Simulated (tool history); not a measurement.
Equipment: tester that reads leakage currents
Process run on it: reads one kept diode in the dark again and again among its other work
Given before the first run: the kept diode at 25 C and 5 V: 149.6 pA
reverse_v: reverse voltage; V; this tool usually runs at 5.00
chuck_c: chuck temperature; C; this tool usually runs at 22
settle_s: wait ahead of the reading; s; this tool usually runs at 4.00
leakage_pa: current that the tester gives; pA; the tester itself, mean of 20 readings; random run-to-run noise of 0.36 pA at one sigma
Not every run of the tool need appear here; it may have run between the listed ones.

run 1 hour=0.0 | reverse_v=5.00 chuck_c=22 settle_s=4.00 | leakage_pa=125.42
run 2 hour=247.0 | reverse_v=7.75 chuck_c=22 settle_s=4.00 | leakage_pa=154.38
-- hour=456.7 chuck's temperature calibrated
run 3 hour=481.9 | reverse_v=5.00 chuck_c=26 settle_s=4.00 | leakage_pa=165.98
run 4 hour=709.7 | reverse_v=5.00 chuck_c=26 settle_s=4.00 | leakage_pa=170.15
run 5 hour=848.3 | reverse_v=5.00 chuck_c=26 settle_s=4.00 | leakage_pa=171.47
run 6 hour=1051.9 | reverse_v=5.00 chuck_c=40 settle_s=4.00 | leakage_pa=473.65
run 7 hour=1300.5 | reverse_v=5.00 chuck_c=22 settle_s=4.00 | leakage_pa=132.72
-- hour=1492.8 chuck's temperature calibrated
run 8 hour=1546.9 | reverse_v=5.00 chuck_c=22 settle_s=4.00 | leakage_pa=126.21
run 9 hour=1734.2 | reverse_v=1.94 chuck_c=22 settle_s=4.00 | leakage_pa=83.93
run 10 hour=1848.8 | reverse_v=1.94 chuck_c=22 settle_s=4.00 | leakage_pa=84.99
run 11 hour=2018.0 | reverse_v=1.94 chuck_c=22 settle_s=4.00 | leakage_pa=86.63
run 12 hour=2126.3 | reverse_v=5.00 chuck_c=22 settle_s=6.77 | leakage_pa=132.25
run 13 hour=2332.6 | reverse_v=5.00 chuck_c=22 settle_s=4.00 | leakage_pa=135.08
run 14 hour=2476.1 | reverse_v=5.00 chuck_c=22 settle_s=4.00 | leakage_pa=136.52
-- hour=2516.1 chuck's temperature calibrated
run 15 hour=2645.8 | reverse_v=6.09 chuck_c=22 settle_s=4.00 | leakage_pa=140.89
-- hour=2754.7 probe card cleaned and baked
run 16 hour=2754.7 | reverse_v=3.72 chuck_c=22 settle_s=4.00 | leakage_pa=115.26
run 17 hour=2904.2 | reverse_v=3.72 chuck_c=39 settle_s=0.50 | leakage_pa=392.48
run 18 hour=3065.1 | reverse_v=9.89 chuck_c=34 settle_s=0.50 | leakage_pa=436.38
run 19 hour=3203.3 | reverse_v=5.00 chuck_c=30 settle_s=1.86 | leakage_pa=242.93
run 20 hour=3352.6 | reverse_v=5.00 chuck_c=48 settle_s=1.86 | leakage_pa=829.25
-- hour=3545.3 chuck's temperature calibrated
run 21 hour=3563.8 | reverse_v=11.19 chuck_c=51 settle_s=0.39 | leakage_pa=1378.63
run 22 hour=3761.3 | reverse_v=11.19 chuck_c=51 settle_s=0.39 | leakage_pa=1399.33
run 23 hour=3921.4 | reverse_v=11.19 chuck_c=51 settle_s=0.39 | leakage_pa=1420.13
-- hour=4018.9 probe card cleaned and baked, once more
run 24 hour=4151.3 | reverse_v=11.70 chuck_c=49 settle_s=4.00 | leakage_pa=1260.05
run 25 hour=4295.2 | reverse_v=11.70 chuck_c=49 settle_s=4.00 | leakage_pa=1271.67
run 26 hour=4525.1 | reverse_v=11.70 chuck_c=49 settle_s=4.00 | leakage_pa=1290.12
-- hour=4581.4 chuck's temperature calibrated
-- hour=4639.7 tester calibrated
run 27 hour=4768.1 | reverse_v=11.70 chuck_c=49 settle_s=4.00 | leakage_pa=1187.90
run 28 hour=4916.7 | reverse_v=11.70 chuck_c=49 settle_s=4.00 | leakage_pa=1194.45
run 29 hour=5164.6 | reverse_v=5.00 chuck_c=22 settle_s=0.51 | leakage_pa=128.17
run 30 hour=5397.0 | reverse_v=5.00 chuck_c=22 settle_s=0.51 | leakage_pa=131.70
run 31 hour=5593.9 | reverse_v=5.00 chuck_c=57 settle_s=0.31 | leakage_pa=1457.82
-- hour=5616.4 chuck's temperature calibrated
run 32 hour=5738.9 | reverse_v=5.00 chuck_c=57 settle_s=0.31 | leakage_pa=1410.19

Consider 3 possible next runs. They are alternatives, not a sequence: every one starts from the tool as it was left by run 32. What does each give?
run A hour=5933.8 | reverse_v=5.00 chuck_c=57 settle_s=0.76 | leakage_pa=?
run B hour=5933.8 | reverse_v=3.85 chuck_c=45 settle_s=0.59 | leakage_pa=?
run C hour=5933.8 | reverse_v=16.57 chuck_c=59 settle_s=0.31 | leakage_pa=?

run=A leakage_pa=1419.97
run=B leakage_pa=587.93
run=C leakage_pa=2685.06
Stripped of hidden state, with their random variation kept, the same runs would have yielded:
run=A leakage_pa=1374.45
run=B leakage_pa=566.53
run=C leakage_pa=2594.36
